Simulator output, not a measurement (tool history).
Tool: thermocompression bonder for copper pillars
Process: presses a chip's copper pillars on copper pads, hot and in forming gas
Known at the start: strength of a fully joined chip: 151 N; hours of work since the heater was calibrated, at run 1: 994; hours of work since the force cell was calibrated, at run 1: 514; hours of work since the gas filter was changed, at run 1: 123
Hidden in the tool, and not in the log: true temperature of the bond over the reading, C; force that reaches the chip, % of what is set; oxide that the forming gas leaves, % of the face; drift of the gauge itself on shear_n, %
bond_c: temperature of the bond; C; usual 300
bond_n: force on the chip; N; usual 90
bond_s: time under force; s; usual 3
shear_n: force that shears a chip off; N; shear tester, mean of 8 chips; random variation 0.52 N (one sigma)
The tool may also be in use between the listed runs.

run,hour,bond_c,bond_n,bond_s,hours of work since the heater was calibrated,hours of work since the force cell was calibrated,hours of work since the gas filter was changed,shear_n
1,0.0,300,90,3,994,514,123,89.1
2,35.0,300,90,3,1017,537,147,89.2
3,57.8,300,90,3,1032,552,162,89.6
4,81.6,300,131,3,1048,568,177,114.7
5,123.7,283,131,3,1076,596,205,102.5
# hour 150.7: forming gas filter changed
6,155.3,300,90,3,1097,616,3,92.5
7,180.4,300,132,3,1113,633,20,119.0
8,205.3,300,90,3,1130,649,36,92.0
9,251.4,300,90,3,1160,680,67,91.8
10,299.4,300,90,3,1192,712,98,89.4
11,346.6,300,90,3,1224,743,130,89.1
12,382.4,300,90,3,1247,767,154,89.0
13,416.9,300,90,3,1270,790,176,88.0
14,456.8,300,90,3,1296,816,203,87.3
# hour 488.4: forming gas filter changed
15,488.4,300,90,3,1317,837,0,92.7
16,518.7,300,90,7,1337,857,20,114.4
17,548.2,300,90,7,1357,876,40,113.9
18,571.9,300,90,4,1372,892,55,98.0
19,606.0,300,97,3,1395,915,78,95.4
20,634.3,300,55,3,1414,933,97,57.1
21,675.3,330,127,3,1441,960,124,129.5
22,705.5,315,90,3,1461,980,144,98.5
23,729.0,315,90,3,1477,996,159,98.1
24,773.4,324,77,2,1506,1025,189,80.9
25,822.9,276,77,4,1539,1058,222,67.7
# hour 828.1: forming gas filter changed
26,851.0,300,89,2,1557,1077,15,79.4
27,876.0,293,118,8,1574,1093,32,128.6
28,924.2,314,88,7,1606,1125,64,119.8
29,947.4,311,88,5,1621,1140,79,110.3
# hour 976.6: heater calibrated with a thermocouple chip
30,997.8,300,106,5,14,1172,111,118.5
31,1034.9,316,86,2,39,1197,136,87.8
32,1065.1,316,86,2,59,1217,156,87.6
33,1107.1,316,86,2,86,1245,184,86.9
34,1140.3,320,113,2,108,1267,206,107.6
# hour 1171.1: forming gas filter changed
35,1175.1,323,123,2,131,1290,3,121.0

Hidden state or all else? Some run-to-run changes of shear_n, split into what the settings, what came in and random variation would give without the hidden state, and what is left for the hidden state (with any gauge scatter that isn't in both results):
Run 5 -> 6: bond_c 283 -> 300, bond_n 131 -> 90, forming gas filter changed. shear_n -10.0 N: hidden state +4.5, all else -14.5.
Run 14 -> 15: forming gas filter changed. shear_n +5.4 N: hidden state +4.1, all else +1.3.
Run 19 -> 20: bond_n 97 -> 55. shear_n -38.3 N: hidden state +0.5, all else -38.8.
Run 20 -> 21: bond_c 300 -> 330, bond_n 55 -> 127. shear_n +72.4 N: hidden state -2.4, all else +74.8.
Run 26 -> 27: bond_c 300 -> 293, bond_n 89 -> 118, bond_s 2 -> 8. shear_n +49.2 N: hidden state -0.7, all else +49.9.
Run 34 -> 35: bond_c 320 -> 323, bond_n 113 -> 123, forming gas filter changed. shear_n +13.4 N: hidden state +5.2, all else +8.2.
